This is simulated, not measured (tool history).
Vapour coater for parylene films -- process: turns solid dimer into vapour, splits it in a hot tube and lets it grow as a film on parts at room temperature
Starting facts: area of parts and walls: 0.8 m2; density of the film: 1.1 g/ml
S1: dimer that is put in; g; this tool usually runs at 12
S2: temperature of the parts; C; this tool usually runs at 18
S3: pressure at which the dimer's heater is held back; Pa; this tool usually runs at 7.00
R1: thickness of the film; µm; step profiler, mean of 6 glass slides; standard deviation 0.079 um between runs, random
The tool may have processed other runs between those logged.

Run 1, hour 0.0: usual settings. Result: R1 9.25 µm.
Run 2, hour 23.0: usual settings but S2 13 C. Result: R1 10.72 µm.
Run 3, hour 59.1: usual settings. Result: R1 9.33 µm.
Run 4, hour 108.5: usual settings. Result: R1 9.37 µm.
Run 5, hour 142.1: usual settings. Result: R1 9.13 µm.
Run 6, hour 179.9: usual settings. Result: R1 9.15 µm.
Run 7, hour 229.0: usual settings. Result: R1 8.95 µm.
Run 8, hour 277.3: usual settings. Result: R1 9.10 µm.
Run 9, hour 298.9: usual settings. Result: R1 8.91 µm.
At hour 320.0: table's thermometer calibrated.
Run 10, hour 352.2: usual settings but S2 10 C. Result: R1 10.47 µm.
At hour 384.2: trap's valve overhauled.
Run 11, hour 395.2: usual settings. Result: R1 9.45 µm.
Run 12, hour 442.4: usual settings. Result: R1 9.49 µm.
Run 13, hour 466.5: usual settings. Result: R1 9.44 µm.
Run 14, hour 508.6: usual settings but S3 9.12 Pa. Result: R1 9.10 µm.
Run 15, hour 550.6: usual settings but S3 9.12 Pa. Result: R1 9.21 µm.
Run 16, hour 574.5: usual settings. Result: R1 9.29 µm.
Run 17, hour 624.4: usual settings. Result: R1 9.09 µm.
Run 18, hour 654.3: usual settings but S2 15 C. Result: R1 9.74 µm.
Run 19, hour 686.4: usual settings but S1 13 g, S2 15 C. Result: R1 10.79 µm.
Run 20, hour 726.1: usual settings but S1 13 g, S2 15 C. Result: R1 10.69 µm.
Run 21, hour 763.0: usual settings but S1 13 g, S2 15 C. Result: R1 10.41 µm.
Run 22, hour 788.3: usual settings but S1 13 g, S2 15 C. Result: R1 10.35 µm.
Run 23, hour 824.6: usual settings but S1 13 g, S2 15 C. Result: R1 10.34 µm.
Run 24, hour 852.9: usual settings but S1 13 g, S2 15 C. Result: R1 10.27 µm.
Run 25, hour 899.2: usual settings but S2 13 C. Result: R1 10.02 µm.
Run 26, hour 930.1: usual settings but S2 13 C. Result: R1 9.92 µm.
Run 27, hour 969.3: usual settings but S3 9.64 Pa. Result: R1 8.44 µm.
At hour 982.7: trap's valve overhauled.
Run 28, hour 1012.8: usual settings but S3 9.64 Pa. Result: R1 9.35 µm.
Run 29, hour 1059.4: usual settings but S3 9.64 Pa. Result: R1 9.25 µm.
Run 30, hour 1093.0: usual settings but S2 19 C, S3 10.29 Pa. Result: R1 8.86 µm.
Run 31, hour 1124.1: usual settings but S1 15 g, S2 14 C, S3 4.93 Pa. Result: R1 13.25 µm.
Run 32, hour 1155.2: usual settings but S1 15 g, S2 14 C, S3 4.93 Pa. Result: R1 13.14 µm.
Run 33, hour 1203.5: usual settings but S2 29 C, S3 7.92 Pa. Result: R1 7.06 µm.
Run 34, hour 1249.3: usual settings but S2 29 C, S3 7.92 Pa. Result: R1 6.89 µm.
Run 35, hour 1300.5: usual settings but S3 8.79 Pa. Result: R1 9.03 µm.
Run 36, hour 1329.8: usual settings but S3 8.79 Pa. Result: R1 8.92 µm.
Run 37, hour 1351.4: usual settings but S2 14 C. Result: R1 10.00 µm.
Run 38, hour 1385.5: usual settings but S2 14 C, S3 4.42 Pa. Result: R1 10.27 µm.
Run 39, hour 1431.0: usual settings but S2 14 C, S3 4.42 Pa. Result: R1 10.22 µm.
Run 40, hour 1465.8: usual settings but S1 10 g, S2 15 C, S3 6.03 Pa. Result: R1 7.90 µm.
Run 41, hour 1507.4: usual settings but S1 10 g, S2 15 C, S3 6.03 Pa. Result: R1 7.88 µm.
Run 42, hour 1537.5: usual settings but S3 11.79 Pa. Result: R1 8.46 µm.
Run 43, hour 1570.0: usual settings but S2 12 C, S3 10.76 Pa. Result: R1 9.82 µm.
At hour 1582.1: trap's valve overhauled.
Run 44, hour 1605.9: usual settings but S1 16 g, S2 22 C, S3 2.63 Pa. Result: R1 12.18 µm.
Run 45, hour 1648.1: usual settings but S1 16 g, S2 23 C, S3 4.36 Pa. Result: R1 11.43 µm.
Run 46, hour 1695.0: usual settings but S1 7 g, S2 12 C, S3 3.15 Pa. Result: R1 6.77 µm.

What if the next run were any one of these 3? Each begins from the tool's condition after run 46:
Run A, hour 1732.0: usual settings but S2 15 C, S3 3.15 Pa. Result: R1 ?.
Run B, hour 1732.0: usual settings but S1 6 g, S3 10.31 Pa. Result: R1 ?.
Run C, hour 1732.0: usual settings but S1 14 g, S3 3.23 Pa. Result: R1 ?.

run     R1
  A  10.60
  B   4.61
  C  11.57
Had the tool no hidden state, the same runs would have come out as:
run     R1
  A  10.77
  B   4.68
  C  11.76

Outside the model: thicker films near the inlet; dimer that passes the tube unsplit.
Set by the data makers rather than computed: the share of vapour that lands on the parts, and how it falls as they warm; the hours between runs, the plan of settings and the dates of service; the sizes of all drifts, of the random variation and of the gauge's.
